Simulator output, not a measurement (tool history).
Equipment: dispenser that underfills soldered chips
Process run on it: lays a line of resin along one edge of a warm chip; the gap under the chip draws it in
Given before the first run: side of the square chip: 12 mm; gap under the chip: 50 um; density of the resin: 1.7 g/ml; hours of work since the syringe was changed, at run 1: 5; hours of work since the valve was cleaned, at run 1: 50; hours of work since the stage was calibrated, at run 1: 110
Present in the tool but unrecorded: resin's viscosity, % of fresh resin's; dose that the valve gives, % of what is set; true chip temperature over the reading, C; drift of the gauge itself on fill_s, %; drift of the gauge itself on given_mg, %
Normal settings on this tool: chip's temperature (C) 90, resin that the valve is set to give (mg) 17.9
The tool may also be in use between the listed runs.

run	day	chip's temperature (C)	resin that the valve is set to give (mg)	hours of work since the syringe was changed	hours of work since the valve was cleaned	hours of work since the stage was calibrated	time until the resin shows at the far edge (s)	resin that the valve gave (mg)
1	0.000	90	17.9	5	50	110	46.6	17.08
# day 0.033: new syringe of resin
2	0.146	90	21.2	2	52	112	37.9	20.22
3	0.346	90	21.2	5	56	115	43.1	20.22
# day 0.379: new syringe of resin
4	0.512	90	21.2	2	58	118	39.4	20.06
5	0.692	94	17.9	5	61	121	41.4	16.91
# day 0.742: new syringe of resin
6	0.908	94	17.9	3	65	124	36.8	16.91
# day 1.088: new syringe of resin
7	1.117	94	17.9	0	68	127	33.5	16.92
8	1.225	90	17.9	2	70	129	38.8	16.79
9	1.421	77	17.9	6	73	132	64.0	16.80
# day 1.446: new syringe of resin
10	1.525	77	17.9	1	75	134	54.8	16.75
11	1.625	97	17.9	3	76	136	35.6	16.67
12	1.754	90	21.3	5	78	138	43.3	19.81
# day 1.796: new syringe of resin
13	1.900	90	21.3	2	81	140	38.2	19.82
14	2.071	90	21.3	5	83	143	42.9	19.85
# day 2.154: new syringe of resin
15	2.258	90	21.3	2	86	146	38.5	19.76
16	2.417	90	19.5	4	89	148	42.4	18.06
# day 2.517: new syringe of resin
17	2.608	90	23.1	2	92	151	37.4	21.18
18	2.783	90	23.1	4	95	154	42.4	21.27
# day 2.867: new syringe of resin
19	3.004	102	23.1	2	98	158	27.4	21.19
# day 3.088: dispensing valve cleaned and set on the balance
# day 3.258: new syringe of resin
20	3.279	86	18.1	0	3	162	40.1	17.91
21	3.488	90	16.5	4	7	165	42.8	16.43
# day 3.608: new syringe of resin
22	3.717	90	23.1	2	10	169	38.3	22.78
23	3.846	90	23.1	4	12	171	41.3	22.66
# day 3.958: new syringe of resin
24	4.029	91	20.1	1	15	174	36.2	19.90
25	4.250	95	20.1	5	19	177	38.9	19.90
# day 4.317: new syringe of resin
26	4.467	95	20.1	3	22	181	35.1	19.60
27	4.588	90	17.5	5	24	183	44.1	17.03
# day 4.671: new syringe of resin
28	4.804	90	17.5	2	28	186	40.6	17.11
29	4.962	78	19.2	5	30	189	62.5	18.61
# day 5.029: new syringe of resin
30	5.179	101	16.5	2	34	192	29.3	15.95
31	5.362	101	16.5	6	37	195	34.2	15.80
# day 5.388: new syringe of resin
32	5.521	98	20.0	2	39	198	31.3	19.22
33	5.671	76	16.2	5	42	200	67.3	15.52
# day 5.738: new syringe of resin
34	5.904	85	20.0	3	45	204	44.7	18.97

Run 35 has not been measured yet. What should we expect?
35	6.017	90	16.9	5	47	206	?	?

time until the resin shows at the far edge (s): 44.3
resin that the valve gave (mg): 16.10
Were there no unlogged condition in the tool, this run, its random variation unchanged, would have produced time until the resin shows at the far edge (s) 36.6, resin that the valve gave (mg) 16.82.
